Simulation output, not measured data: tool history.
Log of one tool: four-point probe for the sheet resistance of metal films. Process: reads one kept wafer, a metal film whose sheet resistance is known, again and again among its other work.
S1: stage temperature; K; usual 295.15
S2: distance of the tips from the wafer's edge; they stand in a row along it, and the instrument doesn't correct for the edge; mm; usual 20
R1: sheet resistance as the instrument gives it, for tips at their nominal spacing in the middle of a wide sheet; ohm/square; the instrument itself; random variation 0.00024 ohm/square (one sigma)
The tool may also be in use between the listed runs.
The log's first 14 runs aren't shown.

| run | day | S1 | S2 | R1 |
|---|---|---|---|---|
| 15 | 11.521 | 295.15 | 4 | 1.225256 |
|  | 11.617 | stage's thermometer calibrated |
| 16 | 12.604 | 295.15 | 20 | 1.188247 |
| 17 | 13.854 | 295.15 | 20 | 1.188196 |
| 18 | 14.821 | 293.15 | 20 | 1.188874 |
| 19 | 15.379 | 295.15 | 25 | 1.187402 |
| 20 | 16.017 | 295.15 | 25 | 1.187702 |
| 21 | 16.7 | 295.15 | 6 | 1.204466 |
| 22 | 17.442 | 292.15 | 5 | 1.212682 |
| 23 | 18.454 | 292.15 | 5 | 1.212504 |
|  | 19.042 | stage's thermometer calibrated, once more |
| 24 | 19.075 | 291.15 | 14 | 1.19235 |
| 25 | 19.854 | 303.15 | 9 | 1.193408 |
| 26 | 21.1 | 308.15 | 4 | 1.222595 |
| 27 | 22.058 | 303.15 | 20 | 1.18744 |
| 28 | 23.312 | 301.15 | 4 | 1.224709 |
| 29 | 24.333 | 305.15 | 20 | 1.186898 |
| 30 | 25.312 | 293.15 | 6 | 1.206473 |
| 31 | 25.862 | 296.15 | 6 | 1.20589 |
| 32 | 26.996 | 303.15 | 60 | 1.186207 |
| 33 | 27.996 | 296.15 | 9 | 1.196008 |
| 34 | 28.979 | 300.15 | 10 | 1.193817 |
| 35 | 30.008 | 295.15 | 7 | 1.202037 |

Forecast each of these 4 alternatives for the next run:
| A | 30.967 | 302.15 | 6 | ? |
| B | 30.967 | 306.15 | 9 | ? |
| C | 30.967 | 291.15 | 63 | ? |
| D | 30.967 | 303.15 | 34 | ? |

| run | R1 |
|---|---|
| A | 1.204498 |
| B | 1.193344 |
| C | 1.190172 |
| D | 1.186988 |
Without the tool's hidden state the same runs would have given:
| run | R1 |
|---|---|
| A | 1.193685 |
| B | 1.182626 |
| C | 1.179469 |
| D | 1.176321 |
